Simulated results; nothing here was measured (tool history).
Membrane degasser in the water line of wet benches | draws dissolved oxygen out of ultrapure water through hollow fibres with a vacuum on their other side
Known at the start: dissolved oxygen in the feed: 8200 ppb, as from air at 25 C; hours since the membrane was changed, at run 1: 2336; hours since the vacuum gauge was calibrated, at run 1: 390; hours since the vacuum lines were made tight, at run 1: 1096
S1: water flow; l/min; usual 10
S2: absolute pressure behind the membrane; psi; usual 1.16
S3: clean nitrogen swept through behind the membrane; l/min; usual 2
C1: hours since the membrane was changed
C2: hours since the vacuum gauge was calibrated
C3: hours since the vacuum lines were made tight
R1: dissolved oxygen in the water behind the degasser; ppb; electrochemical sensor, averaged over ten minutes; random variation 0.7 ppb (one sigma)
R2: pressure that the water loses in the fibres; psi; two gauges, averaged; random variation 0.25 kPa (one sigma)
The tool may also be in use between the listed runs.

run,hour,S1,S2,S3,C1,C2,C3,R1,R2
1,0,10,1.16,2,2336,390,1096,63.6,9.864
2,50.4,10,1.16,4.42,2387,441,1146,32.2,9.863
3,122.8,10,1.16,4.42,2459,513,1218,32.3,9.881
4,190.1,10,1.16,4.42,2526,580,1286,32.1,9.867
5,233.5,10,1.16,4.42,2570,624,1329,32.1,9.9
6,270.8,10,1.16,5.59,2607,661,1366,27.3,9.921
7,328.2,10,1.16,5.59,2665,718,1424,27.1,9.909
8,397.6,10,1.504,1.77,2734,788,1493,102.9,9.976
9,452.1,10,1.504,1.77,2789,842,1548,102.6,9.968
10,507.4,10,1.321,1.77,2844,898,1603,84,9.995
11,562.9,10,1.321,1.77,2899,953,1659,86.3,9.912
12,609.7,10,1.681,2,2946,1000,1705,107.1,9.932
13,674.8,7,0.698,2,3011,1065,1770,15.2,6.998

4 ways to go on from here, each from the tool as it stands after run 13. What would each give?
A,708,10,0.698,2,3044,1098,1804,?,?
B,708,6,1.42,5.31,3044,1098,1804,?,?
C,708,13,1.253,2.83,3044,1098,1804,?,?
D,708,6,1.624,3.14,3044,1098,1804,?,?

run,R1,R2
A,25.4,9.961
B,19.7,6.015
C,74.6,13.014
D,38.2,5.984
Without the tool's hidden state the same runs would have given:
run,R1,R2
A,25.4,9.823
B,19.7,5.932
C,74.6,12.834
D,38.2,5.902
